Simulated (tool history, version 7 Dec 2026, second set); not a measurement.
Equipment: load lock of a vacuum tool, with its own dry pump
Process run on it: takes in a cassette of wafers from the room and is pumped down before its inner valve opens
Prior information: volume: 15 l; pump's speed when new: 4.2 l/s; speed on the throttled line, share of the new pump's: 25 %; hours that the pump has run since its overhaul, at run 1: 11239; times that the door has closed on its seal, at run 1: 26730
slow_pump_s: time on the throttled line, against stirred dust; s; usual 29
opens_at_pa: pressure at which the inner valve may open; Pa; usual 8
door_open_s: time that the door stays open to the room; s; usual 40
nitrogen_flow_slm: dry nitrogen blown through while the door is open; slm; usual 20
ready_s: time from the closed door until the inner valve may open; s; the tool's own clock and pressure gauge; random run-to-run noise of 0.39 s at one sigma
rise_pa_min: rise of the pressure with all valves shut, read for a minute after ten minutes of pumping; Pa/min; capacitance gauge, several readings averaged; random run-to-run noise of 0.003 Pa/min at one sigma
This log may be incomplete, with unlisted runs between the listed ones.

run      day  slow_pump_s  opens_at_pa  door_open_s  nitrogen_flow_slm  hours that the pump has run since its overhaul  times that the door has closed on its seal  incoming humidity of the room's air, %  ready_s  rise_pa_min
  1    0.000           29            8           40                 20                                           11239                                       26730                                    42.5     57.2        0.082
  2    6.692           29            8           40                 20                                           11400                                       27353                                    48.6     57.7        0.085
  3   12.679           29            8           40                 20                                           11544                                       27910                                    48.9     57.3        0.086
  4   16.354           29            8           40                 17                                           11632                                       28252                                    43.1     57.2        0.093
  5   23.292           29            8           40                 17                                           11798                                       28898                                    44.4     57.6        0.089
  6   28.729           29            8           40                 20                                           11929                                       29405                                    44.0     58.1        0.084
  7   36.575           29            8           40                 20                                           12117                                       30135                                    42.0     57.9        0.092
  8   41.446           29            8           40                  8                                           12234                                       30589                                    45.8     57.9        0.109
  9   49.579           29            8           40                  8                                           12429                                       31346                                    45.0     57.2        0.105
 10   55.871           29           14           40                 20                                           12580                                       31932                                    44.2     55.1        0.108
 11   62.242           31           14           40                 20                                           12733                                       32525                                    46.8     57.9        0.099
 12   69.029           29            8           40                  5                                           12896                                       33157                                    45.5     57.4        0.128
 13   75.592           29            8           40                  5                                           13054                                       33768                                    46.7     57.8        0.124
 14   82.717           29            8           40                  5                                           13225                                       34431                                    46.9     58.1        0.131
 15   88.717           29            8           40                 20                                           13369                                       34990                                    48.6     58.1        0.104
 16   94.783           29            8           40                 20                                           13514                                       35555                                    42.2     57.6        0.108
 17  101.317           29            8           40                 20                                           13671                                       36163                                    48.9     57.8        0.109
 18  107.221           29            8           40                 20                                           13813                                       36713                                    49.5     58.0        0.111
 19  115.696           29            8           40                 20                                           14016                                       37502                                    44.4     58.3        0.118
 20  119.892           29            8          121                  5                                           14117                                       37893                                    47.9     59.1        0.208
 21  123.758           29            8          121                  5                                           14210                                       38253                                    45.4     57.7        0.199
 22  128.288           29            8           30                  9                                           14318                                       38674                                    45.9     58.1        0.120
 23  133.558           29            8           30                  9                                           14445                                       39165                                    44.7     59.0        0.131
 24  140.604           29            8           30                  9                                           14614                                       39821                                    44.7     57.6        0.131
 25  145.846           45            6          119                  9                                           14740                                       40309                                    42.4     71.4        0.168
 26  150.083           45            6          119                  9                                           14841                                       40704                                    47.1     70.3        0.189
 27  157.104           26            8           40                 17                                           15010                                       41357                                    43.7     56.5        0.128
 28  162.642           29           11           40                  8                                           15143                                       41873                                    45.1     57.7        0.148
 29  166.908           17            8           88                 17                                           15245                                       42270                                    45.8     50.2        0.161
 30  173.825           29           15           76                 20                                           15411                                       42914                                    47.0     56.6        0.158
 31  181.938           29           15           76                 20                                           15606                                       43670                                    45.9     55.9        0.158
 32  187.117           29            9           75                 20                                           15730                                       44152                                    42.5     57.4        0.151
 33  192.875           16            9           43                 20                                           15868                                       44688                                    46.4     49.2        0.146
 34  199.475           15           12           40                 20                                           16027                                       45303                                    43.4     46.6        0.145
 35  207.767           17            9           40                  5                                           16226                                       46074                                    43.5     49.7        0.167
 36  213.917           17            9           40                  5                                           16373                                       46647                                    40.7     49.5        0.167
 37  221.508           17            9           40                  5                                           16556                                       47354                                    46.0     49.5        0.176

Below, some changes in ready_s between adjacent runs. For each, the amount present without the hidden state too (settings, incoming material, random variation) and the amount remaining for the hidden state with gauge scatter not shared by both compared results:
What the log doesn't record here: pump's speed, % of a new pump's; leak at the door's seal, Pa l/s; drift of the gauge itself on ready_s, %; drift of the gauge itself on rise_pa_min, %.
Run 24 -> 25: slow_pump_s 29 -> 45, opens_at_pa 8 -> 6, door_open_s 30 -> 119. ready_s +13.8 s: hidden state -0.3, all else +14.1.
Run 26 -> 27: slow_pump_s 45 -> 26, opens_at_pa 6 -> 8, door_open_s 119 -> 40, nitrogen_flow_slm 9 -> 17. ready_s -13.8 s: hidden state +0.5, all else -14.3.
Run 28 -> 29: slow_pump_s 29 -> 17, opens_at_pa 11 -> 8, door_open_s 40 -> 88, nitrogen_flow_slm 8 -> 17. ready_s -7.5 s: hidden state +0.5, all else -8.0.
Run 29 -> 30: slow_pump_s 17 -> 29, opens_at_pa 8 -> 15, door_open_s 88 -> 76, nitrogen_flow_slm 17 -> 20. ready_s +6.4 s: hidden state -0.5, all else +6.9.
Run 32 -> 33: slow_pump_s 29 -> 16, door_open_s 75 -> 43. ready_s -8.2 s: hidden state +0.5, all else -8.7.

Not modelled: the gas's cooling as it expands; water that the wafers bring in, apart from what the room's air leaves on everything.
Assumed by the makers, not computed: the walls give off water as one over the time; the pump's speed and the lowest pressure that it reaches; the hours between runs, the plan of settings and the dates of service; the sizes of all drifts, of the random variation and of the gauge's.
